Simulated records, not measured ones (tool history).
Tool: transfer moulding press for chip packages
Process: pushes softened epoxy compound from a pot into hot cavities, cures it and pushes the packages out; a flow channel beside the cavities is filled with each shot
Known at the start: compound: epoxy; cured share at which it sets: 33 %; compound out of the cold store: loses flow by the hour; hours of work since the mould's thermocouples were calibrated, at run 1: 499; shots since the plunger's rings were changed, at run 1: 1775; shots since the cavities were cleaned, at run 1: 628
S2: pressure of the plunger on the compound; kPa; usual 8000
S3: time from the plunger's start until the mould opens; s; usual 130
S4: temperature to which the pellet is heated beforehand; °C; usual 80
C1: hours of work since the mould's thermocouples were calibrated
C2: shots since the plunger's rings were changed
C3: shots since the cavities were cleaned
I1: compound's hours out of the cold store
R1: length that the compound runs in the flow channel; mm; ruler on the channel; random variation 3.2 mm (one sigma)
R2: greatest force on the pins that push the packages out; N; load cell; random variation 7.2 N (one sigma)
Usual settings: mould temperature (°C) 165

run 1 hour=0.0 | mould_temperature_(°C)=165 S2=8000 S3=130 S4=80 | C1=499 C2=1775 C3=628 | I1=13.9 | R1=776 R2=498
-- hour=36.4 cavities cleaned with cleaning compound and waxed
-- hour=50.2 mould's thermocouples calibrated
run 2 hour=55.8 | mould_temperature_(°C)=165 S2=8000 S3=130 S4=80 | C1=3 C2=2257 C3=161 | I1=46.3 | R1=707 R2=381
-- hour=98.4 plunger's sealing rings changed
run 3 hour=100.5 | mould_temperature_(°C)=169 S2=8000 S3=130 S4=80 | C1=30 C2=20 C3=549 | I1=31.6 | R1=750 R2=438
-- hour=144.9 cavities cleaned with cleaning compound and waxed
run 4 hour=162.7 | mould_temperature_(°C)=165 S2=8000 S3=130 S4=80 | C1=68 C2=578 C3=163 | I1=46.8 | R1=729 R2=374
run 5 hour=206.3 | mould_temperature_(°C)=165 S2=8000 S3=130 S4=80 | C1=95 C2=980 C3=565 | I1=35.9 | R1=738 R2=474
-- hour=247.2 cavities cleaned with cleaning compound and waxed
run 6 hour=251.6 | mould_temperature_(°C)=165 S2=8000 S3=130 S4=78 | C1=122 C2=1382 C3=40 | I1=41.8 | R1=724 R2=326
run 7 hour=304.6 | mould_temperature_(°C)=165 S2=8000 S3=130 S4=78 | C1=155 C2=1870 C3=528 | I1=24.3 | R1=752 R2=484
run 8 hour=336.4 | mould_temperature_(°C)=165 S2=8000 S3=130 S4=78 | C1=175 C2=2163 C3=821 | I1=47.3 | R1=708 R2=525
-- hour=349.1 cavities cleaned with cleaning compound and waxed
run 9 hour=381.5 | mould_temperature_(°C)=165 S2=8000 S3=130 S4=78 | C1=202 C2=2564 C3=298 | I1=30.5 | R1=734 R2=395
-- hour=386.8 plunger's sealing rings changed
run 10 hour=411.5 | mould_temperature_(°C)=165 S2=8000 S3=130 S4=89 | C1=219 C2=227 C3=551 | I1=22.8 | R1=782 R2=485
-- hour=454.7 cavities cleaned with cleaning compound and waxed
run 11 hour=460.7 | mould_temperature_(°C)=161 S2=9790 S3=116 S4=72 | C1=249 C2=666 C3=55 | I1=44.6 | R1=825 R2=551
run 12 hour=516.2 | mould_temperature_(°C)=161 S2=9790 S3=116 S4=72 | C1=284 C2=1177 C3=566 | I1=13.8 | R1=884 R2=839
-- hour=559.4 cavities cleaned with cleaning compound and waxed
run 13 hour=559.4 | mould_temperature_(°C)=161 S2=9790 S3=116 S4=72 | C1=310 C2=1561 C3=0 | I1=27.3 | R1=847 R2=541
run 14 hour=611.3 | mould_temperature_(°C)=161 S2=9790 S3=136 S4=85 | C1=342 C2=2039 C3=478 | I1=26.4 | R1=844 R2=536
run 15 hour=658.9 | mould_temperature_(°C)=161 S2=9790 S3=136 S4=85 | C1=372 C2=2476 C3=915 | I1=14.8 | R1=864 R2=626

Forecast each of these 5 alternatives for the next run:
-- hour=663.6 cavities cleaned with cleaning compound and waxed
-- hour=678.4 plunger's sealing rings changed
run A hour=721.6 | mould_temperature_(°C)=165 S2=8000 S3=130 S4=75 | C1=408 C2=398 C3=512 | I1=22.6 | R1=? R2=?
-- hour=663.6 cavities cleaned with cleaning compound and waxed
-- hour=678.4 plunger's sealing rings changed
run B hour=721.6 | mould_temperature_(°C)=167 S2=9190 S3=136 S4=76 | C1=408 C2=398 C3=512 | I1=24.1 | R1=? R2=?
-- hour=663.6 cavities cleaned with cleaning compound and waxed
-- hour=678.4 plunger's sealing rings changed
run C hour=721.6 | mould_temperature_(°C)=172 S2=9130 S3=130 S4=84 | C1=408 C2=398 C3=512 | I1=14.1 | R1=? R2=?
-- hour=663.6 cavities cleaned with cleaning compound and waxed
-- hour=678.4 plunger's sealing rings changed
run D hour=721.6 | mould_temperature_(°C)=170 S2=8000 S3=130 S4=80 | C1=408 C2=398 C3=512 | I1=12.9 | R1=? R2=?
-- hour=663.6 cavities cleaned with cleaning compound and waxed
-- hour=678.4 plunger's sealing rings changed
run E hour=721.6 | mould_temperature_(°C)=161 S2=9470 S3=111 S4=81 | C1=408 C2=398 C3=512 | I1=21.7 | R1=? R2=?

run=A R1=776 R2=476
run=B R1=821 R2=413
run=C R1=814 R2=388
run=D R1=775 R2=388
run=E R1=865 R2=919
Without the tool's hidden state the same runs would have given:
run=A R1=785 R2=310
run=B R1=831 R2=266
run=C R1=824 R2=245
run=D R1=785 R2=247
run=E R1=876 R2=604
